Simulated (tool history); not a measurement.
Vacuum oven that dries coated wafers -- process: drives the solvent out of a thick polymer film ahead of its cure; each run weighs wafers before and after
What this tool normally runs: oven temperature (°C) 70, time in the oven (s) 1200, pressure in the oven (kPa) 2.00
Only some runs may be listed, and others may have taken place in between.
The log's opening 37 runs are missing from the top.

{"run": 38, "hour": 1428.6, "oven temperature (°C)": 59, "time in the oven (s)": 840, "pressure in the oven (kPa)": 1.57, "solvent left in the film (%)": 8.035}
{"run": 39, "hour": 1462.1, "oven temperature (°C)": 70, "time in the oven (s)": 1080, "pressure in the oven (kPa)": 2.0, "solvent left in the film (%)": 3.759}
{"run": 40, "hour": 1508.7, "oven temperature (°C)": 69, "time in the oven (s)": 1080, "pressure in the oven (kPa)": 6.92, "solvent left in the film (%)": 6.37}
{"run": 41, "hour": 1536.3, "oven temperature (°C)": 69, "time in the oven (s)": 1800, "pressure in the oven (kPa)": 1.55, "solvent left in the film (%)": 2.154}
{"run": 42, "hour": 1563.0, "oven temperature (°C)": 69, "time in the oven (s)": 1800, "pressure in the oven (kPa)": 1.55, "solvent left in the film (%)": 2.16}
{"run": 43, "hour": 1609.3, "oven temperature (°C)": 69, "time in the oven (s)": 1800, "pressure in the oven (kPa)": 1.55, "solvent left in the film (%)": 2.158}
{"run": 44, "hour": 1664.3, "oven temperature (°C)": 67, "time in the oven (s)": 840, "pressure in the oven (kPa)": 1.78, "solvent left in the film (%)": 5.606}
{"run": 45, "hour": 1714.1, "oven temperature (°C)": 75, "time in the oven (s)": 1680, "pressure in the oven (kPa)": 1.17, "solvent left in the film (%)": 1.022}
{"run": 46, "hour": 1751.6, "oven temperature (°C)": 75, "time in the oven (s)": 1680, "pressure in the oven (kPa)": 1.17, "solvent left in the film (%)": 1.013}
{"run": 47, "hour": 1799.9, "oven temperature (°C)": 75, "time in the oven (s)": 720, "pressure in the oven (kPa)": 7.0, "solvent left in the film (%)": 5.462}

Branching from run 47: 3 alternative next runs. What would each branch give?
{"run": "A", "hour": 1851.6, "oven temperature (°C)": 80, "time in the oven (s)": 780, "pressure in the oven (kPa)": 6.71, "solvent left in the film (%)": "?"}
{"run": "B", "hour": 1851.6, "oven temperature (°C)": 71, "time in the oven (s)": 1200, "pressure in the oven (kPa)": 2.0, "solvent left in the film (%)": "?"}
{"run": "C", "hour": 1851.6, "oven temperature (°C)": 71, "time in the oven (s)": 1620, "pressure in the oven (kPa)": 3.44, "solvent left in the film (%)": "?"}

run=A solvent_left_in_the_film_(%)=3.630
run=B solvent_left_in_the_film_(%)=3.056
run=C solvent_left_in_the_film_(%)=2.925
With no hidden state in the tool, these same runs would have given:
run=A solvent_left_in_the_film_(%)=3.769
run=B solvent_left_in_the_film_(%)=3.198
run=C solvent_left_in_the_film_(%)=3.033
